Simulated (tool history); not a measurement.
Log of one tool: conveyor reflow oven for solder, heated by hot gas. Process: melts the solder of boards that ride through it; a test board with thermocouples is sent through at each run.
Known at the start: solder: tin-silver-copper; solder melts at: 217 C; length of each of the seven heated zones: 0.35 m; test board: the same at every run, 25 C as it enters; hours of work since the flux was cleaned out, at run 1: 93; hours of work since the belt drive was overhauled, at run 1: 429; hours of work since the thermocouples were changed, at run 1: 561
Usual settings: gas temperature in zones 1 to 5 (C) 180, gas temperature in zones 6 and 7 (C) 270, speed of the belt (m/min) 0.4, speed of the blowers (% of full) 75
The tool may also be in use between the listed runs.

run	day	gas temperature in zones 1 to 5 (C)	gas temperature in zones 6 and 7 (C)	speed of the belt (m/min)	speed of the blowers (% of full)	hours of work since the flux was cleaned out	hours of work since the belt drive was overhauled	hours of work since the thermocouples were changed	highest temperature of the board (C)	time above the solder's melting point (s)
1	0	180	270	0.4	75	93	429	561	254	83.2
2	1.092	180	270	0.4	75	106	442	575	253.8	83.1
3	1.717	180	270	0.4	75	114	450	583	253.9	82.9
4	2.408	180	270	0.4	75	123	459	591	253.5	82.8
5	3.138	175	270	0.4	75	132	468	601	252.5	79.3
6	4.042	175	270	0.4	75	143	479	612	252.3	79.3
7	4.583	175	270	0.379	75	150	486	619	254.4	85.7
8	5.429	175	270	0.379	75	161	496	629	253.9	85.9
9	6.046	175	270	0.379	75	168	504	637	254	85.6
10	6.617	175	270	0.361	75	175	511	644	255.7	91.6
11	7.338	175	270	0.361	75	184	520	653	255.4	91.8
12	7.971	175	270	0.361	75	192	528	661	255.3	91.8
13	8.7	180	270	0.4	75	201	537	670	252.7	82.2
14	9.871	180	270	0.4	75	216	552	685	252.8	82.1
15	11.096	180	270	0.4	75	231	567	700	252.9	81.8
16	12.088	180	270	0.4	75	244	579	712	252.4	81.5
17	13.204	168	272	0.351	71	258	593	726	255.3	90.9
18	13.933	166	270	0.4	55	267	602	735	244.8	64.1
19	14.833	188	272	0.429	75	278	614	746	253.1	80.7
# day 15.421: flux residue cleaned out of gas plates and filters
20	16.188	188	272	0.429	75	10	628	761	255.5	82.8
21	17.079	180	270	0.366	75	21	639	772	257.1	95.1
22	18.325	180	270	0.366	75	36	655	787	256.6	94.7
23	19.133	180	279	0.434	61	46	665	798	255.7	77.1
24	20.062	180	279	0.434	61	58	676	809	255.6	76.9
25	21.271	180	279	0.434	61	73	691	824	255.4	76.5
26	22.412	180	279	0.434	61	87	705	838	255.2	76.2
27	23.288	180	270	0.354	75	98	716	849	256.8	98.7
28	24.583	180	270	0.354	75	114	733	866	256.4	98.3
29	25.804	180	270	0.437	65	130	748	881	248.3	69.3
30	27.021	180	276	0.406	75	145	763	896	257.7	85.2
31	28.229	180	268	0.354	75	160	778	911	254.4	96.6
32	29.317	165	258	0.4	75	173	792	925	239.6	59.6

3 ways to go on from here, each from the tool as it stands after run 32. What would each give?
A	30.438	165	258	0.418	75	187	806	939	?	?
B	30.438	183	270	0.467	58	187	806	939	?	?
C	30.438	165	258	0.4	62	187	806	939	?	?

run	highest temperature of the board (C)	time above the solder's melting point (s)
A	238.4	53.7
B	243.9	59.8
C	236.9	53.8
Without the tool's hidden state the same runs would have given:
run	highest temperature of the board (C)	time above the solder's melting point (s)
A	241.5	58.3
B	246.8	63.2
C	239.8	58.6

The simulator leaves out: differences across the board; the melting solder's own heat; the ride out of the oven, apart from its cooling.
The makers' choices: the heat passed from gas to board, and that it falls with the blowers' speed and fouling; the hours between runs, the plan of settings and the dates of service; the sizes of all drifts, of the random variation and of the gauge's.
